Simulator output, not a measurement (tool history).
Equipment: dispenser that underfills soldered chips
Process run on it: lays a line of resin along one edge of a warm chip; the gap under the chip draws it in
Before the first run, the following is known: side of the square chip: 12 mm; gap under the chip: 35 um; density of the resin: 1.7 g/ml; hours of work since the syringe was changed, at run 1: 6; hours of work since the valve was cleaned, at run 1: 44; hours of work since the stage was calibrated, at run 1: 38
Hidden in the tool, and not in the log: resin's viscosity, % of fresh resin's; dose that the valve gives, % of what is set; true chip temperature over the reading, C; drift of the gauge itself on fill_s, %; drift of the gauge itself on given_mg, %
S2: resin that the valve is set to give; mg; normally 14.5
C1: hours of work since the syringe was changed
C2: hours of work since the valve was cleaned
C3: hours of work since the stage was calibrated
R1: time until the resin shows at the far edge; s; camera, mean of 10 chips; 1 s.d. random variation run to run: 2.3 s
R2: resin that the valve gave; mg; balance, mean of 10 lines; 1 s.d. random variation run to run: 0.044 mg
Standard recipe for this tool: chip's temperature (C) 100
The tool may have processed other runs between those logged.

Run 1, hour 0: usual settings; C1 6; C2 44; C3 38. Result: R1 338.1 s, R2 14 mg.
At hour 4.9: new syringe of resin.
Run 2, hour 4.9: usual settings; C1 0; C2 47; C3 41. Result: R1 234.3 s, R2 13.97 mg.
Run 3, hour 14.5: usual settings; C1 6; C2 53; C3 47. Result: R1 355.6 s, R2 13.84 mg.
At hour 19: new syringe of resin.
Run 4, hour 23.3: usual settings; C1 3; C2 59; C3 52. Result: R1 275.9 s, R2 13.85 mg.
Run 5, hour 29.9: usual settings; C1 7; C2 63; C3 56. Result: R1 366.4 s, R2 13.72 mg.
At hour 32.7: new syringe of resin.
Run 6, hour 37.1: usual settings; C1 3; C2 67; C3 61. Result: R1 272.2 s, R2 13.65 mg.
At hour 43.6: dispensing valve cleaned and set on the balance.
Run 7, hour 43.6: usual settings; C1 6; C2 0; C3 64. Result: R1 346.3 s, R2 14.5 mg.
At hour 47.9: new syringe of resin.
Run 8, hour 52.5: usual settings; C1 3; C2 6; C3 70. Result: R1 275.5 s, R2 14.47 mg.
Run 9, hour 58.4: usual settings; C1 7; C2 9; C3 74. Result: R1 357.6 s, R2 14.46 mg.
At hour 61.7: new syringe of resin.
Run 10, hour 66.7: usual settings; C1 3; C2 14; C3 79. Result: R1 296.2 s, R2 14.37 mg.
At hour 75.8: new syringe of resin.
Run 11, hour 75.8: usual settings; C1 0; C2 20; C3 84. Result: R1 231 s, R2 14.32 mg.
Run 12, hour 83.7: usual settings; C1 5; C2 25; C3 89. Result: R1 327.9 s, R2 14.31 mg.
At hour 89.8: new syringe of resin.
Run 13, hour 90.8: usual settings; C1 1; C2 29; C3 94. Result: R1 248.4 s, R2 14.2 mg.
Run 14, hour 95.7: usual settings; C1 4; C2 33; C3 97. Result: R1 306.3 s, R2 14.09 mg.
Run 15, hour 101.8: usual settings but chip's temperature (C) 96; C1 8; C2 36; C3 101. Result: R1 455.7 s, R2 14.16 mg.
At hour 103.8: new syringe of resin.
Run 16, hour 107.3: usual settings but chip's temperature (C) 96; C1 2; C2 40; C3 104. Result: R1 306.4 s, R2 14.09 mg.
Run 17, hour 116.8: usual settings but chip's temperature (C) 96; C1 8; C2 46; C3 110. Result: R1 455.5 s, R2 13.97 mg.
At hour 117.6: new syringe of resin.
Run 18, hour 121.9: usual settings but chip's temperature (C) 94, S2 12.5 mg; C1 3; C2 49; C3 113. Result: R1 352.2 s, R2 12.08 mg.
At hour 131.7: new syringe of resin.
Run 19, hour 131.8: usual settings but S2 17.5 mg; C1 0; C2 55; C3 119. Result: R1 227.9 s, R2 16.73 mg.
Run 20, hour 136.3: usual settings but chip's temperature (C) 97, S2 18.5 mg; C1 3; C2 58; C3 122. Result: R1 322.1 s, R2 17.69 mg.
Run 21, hour 142.9: usual settings but chip's temperature (C) 101, S2 14.2 mg; C1 7; C2 62; C3 126. Result: R1 371.6 s, R2 13.57 mg.
At hour 145.8: new syringe of resin.
Run 22, hour 151.2: usual settings but chip's temperature (C) 101, S2 14.2 mg; C1 3; C2 67; C3 131. Result: R1 286.5 s, R2 13.45 mg.
At hour 157.8: dispensing valve cleaned and set on the balance.
Run 23, hour 159.7: usual settings but chip's temperature (C) 89, S2 18.5 mg; C1 8; C2 1; C3 136. Result: R1 596.3 s, R2 18.56 mg.
At hour 160.9: new syringe of resin.
Run 24, hour 164.1: usual settings but chip's temperature (C) 93, S2 14 mg; C1 2; C2 4; C3 139. Result: R1 344.1 s, R2 14.02 mg.
Run 25, hour 170.5: usual settings but chip's temperature (C) 96, S2 14 mg; C1 6; C2 8; C3 143. Result: R1 405.7 s, R2 13.87 mg.
At hour 175.1: new syringe of resin.
Run 26, hour 180: usual settings but chip's temperature (C) 91, S2 17.9 mg; C1 3; C2 14; C3 149. Result: R1 393 s, R2 17.66 mg.
Run 27, hour 185: usual settings but chip's temperature (C) 111, S2 15.2 mg; C1 6; C2 17; C3 152. Result: R1 240.4 s, R2 15.04 mg.
At hour 189.3: new syringe of resin.
Run 28, hour 190.7: usual settings but chip's temperature (C) 111, S2 15.2 mg; C1 1; C2 20; C3 155. Result: R1 167.8 s, R2 14.97 mg.
Run 29, hour 195.7: usual settings but chip's temperature (C) 101, S2 16.3 mg; C1 4; C2 24; C3 159. Result: R1 303 s, R2 15.99 mg.
Run 30, hour 201.8: usual settings but chip's temperature (C) 101, S2 16.9 mg; C1 8; C2 27; C3 162. Result: R1 377.8 s, R2 16.57 mg.
At hour 203.3: new syringe of resin.
Run 31, hour 206.3: usual settings but chip's temperature (C) 115; C1 2; C2 30; C3 165. Result: R1 156.5 s, R2 14.14 mg.
Run 32, hour 211.1: usual settings but chip's temperature (C) 115; C1 5; C2 33; C3 168. Result: R1 191.6 s, R2 14.17 mg.
At hour 217.1: new syringe of resin.
Run 33, hour 220.2: usual settings but chip's temperature (C) 115, S2 17.6 mg; C1 2; C2 39; C3 174. Result: R1 152.2 s, R2 17.06 mg.

What would each run have given without the hidden state, its run-to-run variation left as it was?
run     R1     R2
  1  229.1  14.52
  2    231  14.53
  3  232.2  14.46
  4  227.6  14.54
  5  227.5  14.45
  6  228.2  14.43
  7  230.6  14.47
  8    228   14.5
  9  229.8  14.53
 10  229.9   14.5
 11  229.5  14.51
 12    231  14.56
 13    233   14.5
 14  231.8  14.42
 15  265.9  14.54
 16  264.6   14.5
 17  261.6  14.46
 18  289.4  12.54
 19  220.9  17.45
 20  256.6  18.49
 21  221.3  14.24
 22  227.5  14.17
 23  343.6  18.56
 24  294.5  14.05
 25  264.2  13.95
 26  316.7  17.85
 27    156  15.23
 28  154.6   15.2
 29  224.5  16.27
 30  215.9  16.92
 31  136.8  14.46
 32  136.1  14.53
 33  133.5  17.57
